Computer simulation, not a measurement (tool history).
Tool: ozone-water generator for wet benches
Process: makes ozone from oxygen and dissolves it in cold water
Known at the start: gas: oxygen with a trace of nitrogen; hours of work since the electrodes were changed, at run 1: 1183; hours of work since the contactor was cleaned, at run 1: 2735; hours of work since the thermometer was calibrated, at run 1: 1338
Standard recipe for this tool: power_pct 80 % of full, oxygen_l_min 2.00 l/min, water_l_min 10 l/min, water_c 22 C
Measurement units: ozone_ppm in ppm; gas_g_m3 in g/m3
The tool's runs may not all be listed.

run   hour  power_pct  oxygen_l_min  water_l_min  water_c  hours of work since the electrodes were changed  hours of work since the contactor was cleaned  hours of work since the thermometer was calibrated  ozone_ppm  gas_g_m3
  1    0.0         80          2.00           10       22                                             1183                                           2735                                                1338       19.0     209.9
  2   61.1         80          2.00           10       22                                             1221                                           2772                                                1376       19.1     211.5
  3  111.7         80          2.00           10       22                                             1252                                           2803                                                1407       18.8     207.3
  4  152.6         80          2.00           10       22                                             1277                                           2829                                                1432       18.9     208.2
  5  180.8         80          2.00           10       22                                             1295                                           2846                                                1450       19.0     208.4
  6  221.5        100          2.00           10       22                                             1320                                           2871                                                1475       22.7     246.3
  7  253.9        100          2.00           10       22                                             1340                                           2891                                                1495       22.3     242.5
  8  311.4         80          2.00            9       22                                             1375                                           2927                                                1530       20.7     205.7
  9  363.0         80          2.00            9       22                                             1407                                           2958                                                1562       20.8     206.4
 10  393.9         80          2.00            9       22                                             1426                                           2978                                                1581       20.6     204.0
 11  423.1         80          2.00            9       22                                             1444                                           2996                                                1599       20.7     203.7
 12  457.7         80          2.00           10       29                                             1465                                           3017                                                1620       17.4     204.8
 13  507.9         80          2.00           10       20                                             1496                                           3048                                                1651       19.5     203.9
 14  542.1         80          2.00            8       20                                             1517                                           3069                                                1673       23.2     205.6
     546.4  -- gauge calibrated
 15  595.2         80          2.00           10       22                                             1550                                           3102                                                1705       19.0     210.1
 16  633.0         80          2.00           10       22                                             1573                                           3125                                                1729       18.9     207.2
 17  693.4         80          2.13           10       22                                             1611                                           3162                                                1766       19.3     204.2
 18  746.5         61          2.00           10       21                                             1643                                           3195                                                1799       15.8     170.0
 19  772.3         61          2.00           10       21                                             1659                                           3211                                                1815       15.5     169.4
 20  828.9         61          2.00           10       21                                             1694                                           3246                                                1849       15.6     169.2

Forecast run 21:
 21  878.5         66          2.00           10       21                                             1725                                           3277                                                1880          ?         ?

For run 21 the tool returned ozone_ppm 16.7 ppm, gas_g_m3 177.5 g/m3.
With the hidden condition absent and the run-to-run variation left alone, this run would have shown ozone_ppm 16.7 ppm, gas_g_m3 180.7 g/m3.
